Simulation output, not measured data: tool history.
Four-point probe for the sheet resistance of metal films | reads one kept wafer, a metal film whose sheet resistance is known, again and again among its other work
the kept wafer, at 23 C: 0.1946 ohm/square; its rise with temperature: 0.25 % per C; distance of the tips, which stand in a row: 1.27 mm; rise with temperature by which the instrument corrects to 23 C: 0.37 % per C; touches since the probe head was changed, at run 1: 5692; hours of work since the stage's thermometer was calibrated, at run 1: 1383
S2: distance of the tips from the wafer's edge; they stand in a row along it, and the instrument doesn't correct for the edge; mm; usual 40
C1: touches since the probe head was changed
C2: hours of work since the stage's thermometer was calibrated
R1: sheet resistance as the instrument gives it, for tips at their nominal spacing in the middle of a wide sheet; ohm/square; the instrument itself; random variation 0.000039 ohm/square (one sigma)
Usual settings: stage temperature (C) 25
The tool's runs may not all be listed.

Run 1, hour 0: usual settings; C1 5692; C2 1383. Result: R1 0.194217 ohm/square.
Run 2, hour 55.8: usual settings; C1 8955; C2 1422. Result: R1 0.1942 ohm/square.
Run 3, hour 148.8: usual settings but stage temperature (C) 24; C1 14393; C2 1488. Result: R1 0.194457 ohm/square.
Run 4, hour 210.8: usual settings but S2 26 mm; C1 18016; C2 1531. Result: R1 0.194429 ohm/square.
Run 5, hour 296.4: usual settings but S2 26 mm; C1 23018; C2 1591. Result: R1 0.194418 ohm/square.
At hour 358.9: stage's thermometer calibrated.
Run 6, hour 385.9: usual settings but S2 26 mm; C1 28225; C2 19. Result: R1 0.194436 ohm/square.
Run 7, hour 472.3: usual settings but S2 7 mm; C1 33274; C2 80. Result: R1 0.197629 ohm/square.
Run 8, hour 562.4: usual settings but S2 50 mm; C1 38541; C2 143. Result: R1 0.194245 ohm/square.
Run 9, hour 644: usual settings; C1 43311; C2 200. Result: R1 0.194245 ohm/square.
Run 10, hour 722.6: usual settings; C1 47903; C2 255. Result: R1 0.194247 ohm/square.
Run 11, hour 783.8: usual settings; C1 51485; C2 298. Result: R1 0.194244 ohm/square.
Run 12, hour 861.4: usual settings; C1 56022; C2 353. Result: R1 0.194245 ohm/square.
Run 13, hour 903.8: usual settings; C1 58498; C2 382. Result: R1 0.194276 ohm/square.
Run 14, hour 970.8: usual settings but stage temperature (C) 20; C1 62414; C2 429. Result: R1 0.195365 ohm/square.
Run 15, hour 1039.3: usual settings but stage temperature (C) 20; C1 66421; C2 477. Result: R1 0.195356 ohm/square.
Run 16, hour 1101.2: usual settings but stage temperature (C) 20; C1 70040; C2 521. Result: R1 0.195417 ohm/square.
Run 17, hour 1170.6: usual settings; C1 74098; C2 569. Result: R1 0.194283 ohm/square.
Run 18, hour 1231.2: usual settings; C1 77641; C2 612. Result: R1 0.194319 ohm/square.
Run 19, hour 1279.6: usual settings but S2 44 mm; C1 80468; C2 646. Result: R1 0.194269 ohm/square.
Run 20, hour 1341.3: usual settings but S2 44 mm; C1 84076; C2 689. Result: R1 0.194211 ohm/square.
Run 21, hour 1424.2: usual settings but S2 8 mm; C1 88920; C2 747. Result: R1 0.19674 ohm/square.
Run 22, hour 1474.8: usual settings but stage temperature (C) 30, S2 8 mm; C1 91882; C2 783. Result: R1 0.195673 ohm/square.
Run 23, hour 1517.5: usual settings but stage temperature (C) 26, S2 15 mm; C1 94379; C2 813. Result: R1 0.194713 ohm/square.
Run 24, hour 1558.5: usual settings but stage temperature (C) 23, S2 71 mm; C1 96775; C2 842. Result: R1 0.194697 ohm/square.
Run 25, hour 1651.5: usual settings but stage temperature (C) 23, S2 20 mm; C1 102211; C2 907. Result: R1 0.195034 ohm/square.
Run 26, hour 1746.6: usual settings but stage temperature (C) 24, S2 5 mm; C1 107767; C2 973. Result: R1 0.200941 ohm/square.
Run 27, hour 1786.4: usual settings but stage temperature (C) 35, S2 23 mm; C1 110097; C2 1001. Result: R1 0.192333 ohm/square.
Run 28, hour 1870.9: usual settings but stage temperature (C) 30; C1 115033; C2 1061. Result: R1 0.193195 ohm/square.
Run 29, hour 1953: usual settings but stage temperature (C) 30; C1 119837; C2 1118. Result: R1 0.193241 ohm/square.
Run 30, hour 2046.8: usual settings but stage temperature (C) 31, S2 11 mm; C1 125320; C2 1184. Result: R1 0.194207 ohm/square.
Run 31, hour 2126.6: usual settings but stage temperature (C) 28, S2 6 mm; C1 129984; C2 1240. Result: R1 0.198051 ohm/square.
Run 32, hour 2188.6: usual settings but S2 51 mm; C1 133609; C2 1284. Result: R1 0.194255 ohm/square.
Run 33, hour 2227.9: usual settings but S2 51 mm; C1 135906; C2 1311. Result: R1 0.194306 ohm/square.
Run 34, hour 2305.2: usual settings but stage temperature (C) 31, S2 41 mm; C1 140423; C2 1365. Result: R1 0.19302 ohm/square.
Run 35, hour 2390.8: usual settings but stage temperature (C) 32, S2 60 mm; C1 145429; C2 1425. Result: R1 0.19274 ohm/square.
Run 36, hour 2481.6: usual settings but stage temperature (C) 32, S2 60 mm; C1 150737; C2 1489. Result: R1 0.192783 ohm/square.
Run 37, hour 2571.6: usual settings but stage temperature (C) 32, S2 60 mm; C1 156001; C2 1552. Result: R1 0.19268 ohm/square.

Forecast each of these 4 alternatives for the next run:
Run A, hour 2640.3: usual settings but stage temperature (C) 29, S2 5 mm; C1 160012; C2 1600. Result: R1 ?.
Run B, hour 2640.3: usual settings but stage temperature (C) 33; C1 160012; C2 1600. Result: R1 ?.
Run C, hour 2640.3: usual settings but stage temperature (C) 28, S2 60 mm; C1 160012; C2 1600. Result: R1 ?.
Run D, hour 2640.3: usual settings but stage temperature (C) 24, S2 27 mm; C1 160012; C2 1600. Result: R1 ?.

run        R1
  A  0.199808
  B  0.192534
  C  0.193527
  D  0.194598
Without the tool's hidden state the same runs would have given:
run        R1
  A  0.199782
  B  0.192508
  C  0.193502
  D  0.194573
